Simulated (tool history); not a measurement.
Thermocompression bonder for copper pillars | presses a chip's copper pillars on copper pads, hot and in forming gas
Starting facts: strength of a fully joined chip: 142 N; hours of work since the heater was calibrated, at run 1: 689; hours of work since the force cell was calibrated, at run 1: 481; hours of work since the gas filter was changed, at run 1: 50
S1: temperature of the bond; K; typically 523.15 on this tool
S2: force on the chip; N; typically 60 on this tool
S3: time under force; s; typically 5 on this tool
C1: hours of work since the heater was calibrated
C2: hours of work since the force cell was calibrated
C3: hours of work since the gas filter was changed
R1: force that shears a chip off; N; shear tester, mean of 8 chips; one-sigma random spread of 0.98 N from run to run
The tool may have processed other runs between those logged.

Run 1, hour 0: usual settings; C1 689; C2 481; C3 50. Result: R1 100.5 N.
Run 2, hour 13: usual settings; C1 699; C2 490; C3 59. Result: R1 99.5 N.
Run 3, hour 30.7: usual settings; C1 711; C2 503; C3 72. Result: R1 98.5 N.
Run 4, hour 45.1: usual settings but S1 497.15 K; C1 722; C2 513; C3 82. Result: R1 78.7 N.
Run 5, hour 55.1: usual settings but S1 497.15 K; C1 729; C2 520; C3 89. Result: R1 77.5 N.
Run 6, hour 67: usual settings but S1 540.15 K; C1 737; C2 529; C3 98. Result: R1 112.3 N.
Run 7, hour 83.5: usual settings but S1 547.15 K; C1 749; C2 540; C3 110. Result: R1 115 N.
Run 8, hour 91.8: usual settings; C1 755; C2 546; C3 116. Result: R1 99 N.
Run 9, hour 99.2: usual settings but S1 529.15 K; C1 761; C2 552; C3 121. Result: R1 103.2 N.
Run 10, hour 108.8: usual settings but S1 529.15 K; C1 767; C2 559; C3 128. Result: R1 102.2 N.
Run 11, hour 124.3: usual settings but S1 529.15 K; C1 779; C2 570; C3 139. Result: R1 103.1 N.
Run 12, hour 133.5: usual settings but S1 529.15 K; C1 785; C2 576; C3 145. Result: R1 103.4 N.
Run 13, hour 148.1: usual settings but S1 529.15 K; C1 796; C2 587; C3 156. Result: R1 102.5 N.
Run 14, hour 156.1: usual settings; C1 801; C2 592; C3 162. Result: R1 97.5 N.
Run 15, hour 167.8: usual settings but S1 498.15 K; C1 810; C2 601; C3 170. Result: R1 75.9 N.
Run 16, hour 178.9: usual settings but S1 532.15 K; C1 818; C2 609; C3 178. Result: R1 102.6 N.
Run 17, hour 187.3: usual settings but S1 532.15 K; C1 824; C2 615; C3 184. Result: R1 104.4 N.
Run 18, hour 195: usual settings; C1 829; C2 620; C3 189. Result: R1 96 N.
Run 19, hour 209: usual settings but S3 10 s; C1 839; C2 630; C3 199. Result: R1 111.8 N.
Run 20, hour 218.9: usual settings but S3 10 s; C1 846; C2 638; C3 207. Result: R1 111.8 N.
Run 21, hour 228.3: usual settings but S3 10 s; C1 853; C2 644; C3 213. Result: R1 113.2 N.
Run 22, hour 236.2: usual settings but S3 10 s; C1 859; C2 650; C3 219. Result: R1 112.4 N.
Run 23, hour 249.1: usual settings but S3 10 s; C1 868; C2 659; C3 228. Result: R1 112.2 N.
Run 24, hour 266: usual settings but S1 524.15 K, S2 41 N, S3 6 s; C1 880; C2 671; C3 240. Result: R1 75.2 N.
Run 25, hour 276.5: usual settings but S1 508.15 K, S2 40 N, S3 10 s; C1 888; C2 679; C3 248. Result: R1 73.1 N.
Run 26, hour 283.8: usual settings but S1 508.15 K, S2 40 N, S3 10 s; C1 893; C2 684; C3 253. Result: R1 74 N.
Run 27, hour 299.4: usual settings but S1 547.15 K; C1 904; C2 695; C3 264. Result: R1 112.1 N.
Run 28, hour 314.9: usual settings but S1 547.15 K; C1 915; C2 706; C3 275. Result: R1 111.6 N.
Run 29, hour 330.4: usual settings but S1 499.15 K, S2 41 N, S3 12 s; C1 926; C2 717; C3 287. Result: R1 71.5 N.
Run 30, hour 345.2: usual settings but S1 524.15 K, S3 13 s; C1 937; C2 728; C3 297. Result: R1 116.3 N.
Run 31, hour 356.8: usual settings but S2 53 N, S3 8 s; C1 945; C2 736; C3 305. Result: R1 99 N.
Run 32, hour 374.7: usual settings but S2 53 N, S3 8 s; C1 958; C2 749; C3 318. Result: R1 96.7 N.
Run 33, hour 383.2: usual settings but S2 53 N, S3 8 s; C1 964; C2 755; C3 324. Result: R1 97.7 N.
Run 34, hour 397.9: usual settings but S1 508.15 K, S2 47 N, S3 7 s; C1 975; C2 766; C3 335. Result: R1 73.1 N.
Run 35, hour 407.5: usual settings but S1 522.15 K, S2 47 N, S3 7 s; C1 982; C2 773; C3 342. Result: R1 87.6 N.
Run 36, hour 419.2: usual settings but S1 508.15 K, S2 38 N, S3 11 s; C1 990; C2 781; C3 350. Result: R1 69.6 N.
At hour 430.6: forming gas filter changed.
Run 37, hour 431.8: usual settings but S1 508.15 K, S2 77 N, S3 12 s; C1 999; C2 790; C3 1. Result: R1 125 N.
Run 38, hour 445.8: usual settings but S1 508.15 K, S2 77 N, S3 12 s; C1 1009; C2 800; C3 11. Result: R1 125.1 N.
Run 39, hour 460.2: usual settings but S1 508.15 K, S2 77 N, S3 12 s; C1 1019; C2 810; C3 21. Result: R1 124.8 N.
Run 40, hour 473.4: usual settings but S1 508.15 K, S2 77 N, S3 12 s; C1 1029; C2 820; C3 31. Result: R1 123.2 N.

Same runs, no hidden state in the tool, same run-to-run variation:
Hidden state at play: true temperature of the bond over the reading, C; force that reaches the chip, % of what is set; oxide that the forming gas leaves, % of the face; drift of the gauge itself on shear_n, %.
run     R1
  1   98.4
  2   97.5
  3   96.8
  4   76.1
  5     75
  6  111.9
  7  115.3
  8   97.9
  9  102.5
 10  101.6
 11  102.8
 12  103.1
 13  102.5
 14   97.1
 15   74.3
 16  103.1
 17    105
 18     96
 19  113.2
 20  113.3
 21  114.9
 22  114.2
 23  114.2
 24   75.1
 25   72.6
 26   73.5
 27  115.3
 28    115
 29     71
 30  120.3
 31  101.1
 32     99
 33  100.2
 34   73.6
 35   89.3
 36   70.1
 37  121.9
 38  122.3
 39  122.2
 40  120.8

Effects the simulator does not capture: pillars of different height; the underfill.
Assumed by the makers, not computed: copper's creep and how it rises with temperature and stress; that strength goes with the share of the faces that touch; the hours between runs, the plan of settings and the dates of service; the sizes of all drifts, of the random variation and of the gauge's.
